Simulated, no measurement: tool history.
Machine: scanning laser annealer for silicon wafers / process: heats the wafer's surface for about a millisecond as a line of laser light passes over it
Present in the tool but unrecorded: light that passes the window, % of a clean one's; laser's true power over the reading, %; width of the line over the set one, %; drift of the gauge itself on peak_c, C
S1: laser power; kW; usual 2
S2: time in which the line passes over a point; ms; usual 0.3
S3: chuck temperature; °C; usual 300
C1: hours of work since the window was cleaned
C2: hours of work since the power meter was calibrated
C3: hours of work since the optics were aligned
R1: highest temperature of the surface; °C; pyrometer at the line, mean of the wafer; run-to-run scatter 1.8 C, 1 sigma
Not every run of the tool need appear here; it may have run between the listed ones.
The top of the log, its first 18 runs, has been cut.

run 19 hour=131.3 | S1=2 S2=0.3 S3=300 | C1=287 C2=382 C3=568 | R1=992
run 20 hour=139.8 | S1=2 S2=0.3 S3=300 | C1=292 C2=388 C3=574 | R1=994
run 21 hour=148.2 | S1=2 S2=0.3 S3=300 | C1=298 C2=393 C3=580 | R1=994
run 22 hour=154.9 | S1=2.09 S2=0.331 S3=264 | C1=303 C2=398 C3=584 | R1=1026
run 23 hour=161.7 | S1=1.854 S2=0.299 S3=266 | C1=307 C2=402 C3=589 | R1=910
run 24 hour=171.5 | S1=2.093 S2=0.23 S3=260 | C1=314 C2=409 C3=596 | R1=879
run 25 hour=178.5 | S1=1.922 S2=0.352 S3=277 | C1=319 C2=414 C3=600 | R1=1005
run 26 hour=189.1 | S1=2.183 S2=0.322 S3=300 | C1=326 C2=421 C3=607 | R1=1079
run 27 hour=199.8 | S1=2.183 S2=0.322 S3=300 | C1=333 C2=428 C3=615 | R1=1076
run 28 hour=210.7 | S1=2.183 S2=0.322 S3=300 | C1=340 C2=435 C3=622 | R1=1079
run 29 hour=218.8 | S1=2.183 S2=0.249 S3=281 | C1=346 C2=441 C3=628 | R1=952
run 30 hour=228.1 | S1=2.117 S2=0.249 S3=309 | C1=352 C2=447 C3=634 | R1=960
run 31 hour=238.3 | S1=2.117 S2=0.249 S3=309 | C1=359 C2=454 C3=641 | R1=958
run 32 hour=247.5 | S1=2 S2=0.3 S3=328 | C1=365 C2=460 C3=647 | R1=1017
run 33 hour=254 | S1=2.178 S2=0.3 S3=283 | C1=370 C2=465 C3=651 | R1=1028
run 34 hour=260.5 | S1=2.178 S2=0.3 S3=283 | C1=374 C2=469 C3=656 | R1=1026
-- hour=264.4 window over the wafer cleaned
run 35 hour=269.8 | S1=2.142 S2=0.288 S3=322 | C1=4 C2=474 C3=661 | R1=1066
run 36 hour=275.9 | S1=1.919 S2=0.373 S3=322 | C1=8 C2=478 C3=665 | R1=1102
run 37 hour=280.8 | S1=1.919 S2=0.373 S3=322 | C1=11 C2=482 C3=668 | R1=1102
run 38 hour=288.8 | S1=1.919 S2=0.373 S3=322 | C1=16 C2=487 C3=674 | R1=1102
run 39 hour=299.1 | S1=1.919 S2=0.373 S3=322 | C1=23 C2=494 C3=681 | R1=1098
run 40 hour=307.5 | S1=1.919 S2=0.373 S3=322 | C1=29 C2=500 C3=686 | R1=1095
run 41 hour=315 | S1=1.919 S2=0.373 S3=322 | C1=34 C2=505 C3=691 | R1=1101

Alternative continuations, all from the tool just after run 41; predict every row:
run A hour=322.3 | S1=2 S2=0.3 S3=323 | C1=39 C2=510 C3=696 | R1=?
run B hour=322.3 | S1=2 S2=0.236 S3=300 | C1=39 C2=510 C3=696 | R1=?
run C hour=322.3 | S1=2 S2=0.278 S3=261 | C1=39 C2=510 C3=696 | R1=?
run D hour=322.3 | S1=1.962 S2=0.3 S3=277 | C1=39 C2=510 C3=696 | R1=?

run=A R1=1035
run=B R1=918
run=C R1=944
run=D R1=979
With no hidden state in the tool, these same runs would have given:
run=A R1=1043
run=B R1=925
run=C R1=952
run=D R1=987
